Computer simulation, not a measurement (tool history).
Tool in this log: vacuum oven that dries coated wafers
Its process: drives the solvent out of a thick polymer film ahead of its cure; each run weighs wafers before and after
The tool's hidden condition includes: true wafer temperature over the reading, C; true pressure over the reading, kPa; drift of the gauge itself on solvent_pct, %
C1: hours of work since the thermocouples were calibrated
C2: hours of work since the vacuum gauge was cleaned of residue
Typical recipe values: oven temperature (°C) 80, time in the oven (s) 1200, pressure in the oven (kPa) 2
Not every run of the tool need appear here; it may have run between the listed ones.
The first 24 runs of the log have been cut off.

Run 25, hour 475.6: usual settings but pressure in the oven (kPa) 1.33; C1 335; C2 430. Result: solvent left in the film (%) 1.73.
Run 26, hour 496: usual settings but oven temperature (°C) 81, time in the oven (s) 1920, pressure in the oven (kPa) 2.05; C1 348; C2 443. Result: solvent left in the film (%) 1.74.
Run 27, hour 517.6: usual settings but oven temperature (°C) 91, time in the oven (s) 1080; C1 362; C2 457. Result: solvent left in the film (%) 1.36.
Run 28, hour 541.1: usual settings but oven temperature (°C) 91, time in the oven (s) 1800, pressure in the oven (kPa) 4.47; C1 378; C2 473. Result: solvent left in the film (%) 2.72.
Run 29, hour 553.1: usual settings but oven temperature (°C) 91, time in the oven (s) 840, pressure in the oven (kPa) 7.01; C1 385; C2 480. Result: solvent left in the film (%) 4.37.
Run 30, hour 573.9: usual settings but oven temperature (°C) 91, time in the oven (s) 840, pressure in the oven (kPa) 7.01; C1 399; C2 494. Result: solvent left in the film (%) 4.47.
Run 31, hour 584.9: usual settings but oven temperature (°C) 91, time in the oven (s) 840, pressure in the oven (kPa) 7.01; C1 406; C2 501. Result: solvent left in the film (%) 4.41.
Run 32, hour 597.7: usual settings but oven temperature (°C) 82, time in the oven (s) 1680, pressure in the oven (kPa) 1.01; C1 415; C2 510. Result: solvent left in the film (%) 0.93.

For run 33, what comes out?
Run 33, hour 608.8: usual settings but oven temperature (°C) 77, pressure in the oven (kPa) 6.39; C1 422; C2 517. Result: solvent left in the film (%) ?.

solvent left in the film (%): 7.22
With no hidden state in the tool, this same run would have given solvent left in the film (%) 7.22.
